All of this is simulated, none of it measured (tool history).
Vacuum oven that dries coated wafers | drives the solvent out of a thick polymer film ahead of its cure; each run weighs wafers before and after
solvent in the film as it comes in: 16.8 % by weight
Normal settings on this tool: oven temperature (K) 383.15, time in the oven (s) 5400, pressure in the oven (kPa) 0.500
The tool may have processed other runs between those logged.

| run | hour | oven temperature (K) | time in the oven (s) | pressure in the oven (kPa) | solvent left in the film (%) |
|---|---|---|---|---|---|
| 1 | 0.0 | 383.15 | 5400 | 0.500 | 1.85 |
| 2 | 49.2 | 383.15 | 5400 | 0.500 | 1.99 |
| 3 | 115.5 | 383.15 | 7320 | 0.500 | 1.17 |
| 4 | 220.1 | 383.15 | 7320 | 0.747 | 1.17 |
| 5 | 324.4 | 383.15 | 7320 | 0.747 | 1.32 |
| 6 | 393.3 | 383.15 | 7320 | 0.747 | 1.26 |
| 7 | 509.3 | 383.15 | 5400 | 0.500 | 1.98 |
| 8 | 576.1 | 383.15 | 5400 | 0.500 | 2.16 |
| 9 | 692.4 | 383.15 | 3000 | 0.500 | 4.58 |
| 10 | 789.1 | 394.15 | 3060 | 1.801 | 1.89 |
| 11 | 847.2 | 387.15 | 8460 | 0.389 | 0.61 |
| 12 | 922.9 | 397.15 | 4740 | 0.391 | 0.44 |
| 13 | 1019.7 | 397.15 | 4740 | 0.391 | 0.43 |

Run by run, hidden condition taken away, random variation retained:
The hidden state here: true wafer temperature over the reading, C; true pressure over the reading, kPa; drift of the gauge itself on solvent_pct, %.
| run | solvent left in the film (%) |
|---|---|
| 1 | 1.51 |
| 2 | 1.63 |
| 3 | 0.84 |
| 4 | 0.81 |
| 5 | 0.94 |
| 6 | 0.86 |
| 7 | 1.50 |
| 8 | 1.65 |
| 9 | 3.97 |
| 10 | 1.45 |
| 11 | 0.26 |
| 12 | 0.17 |
| 13 | 0.14 |
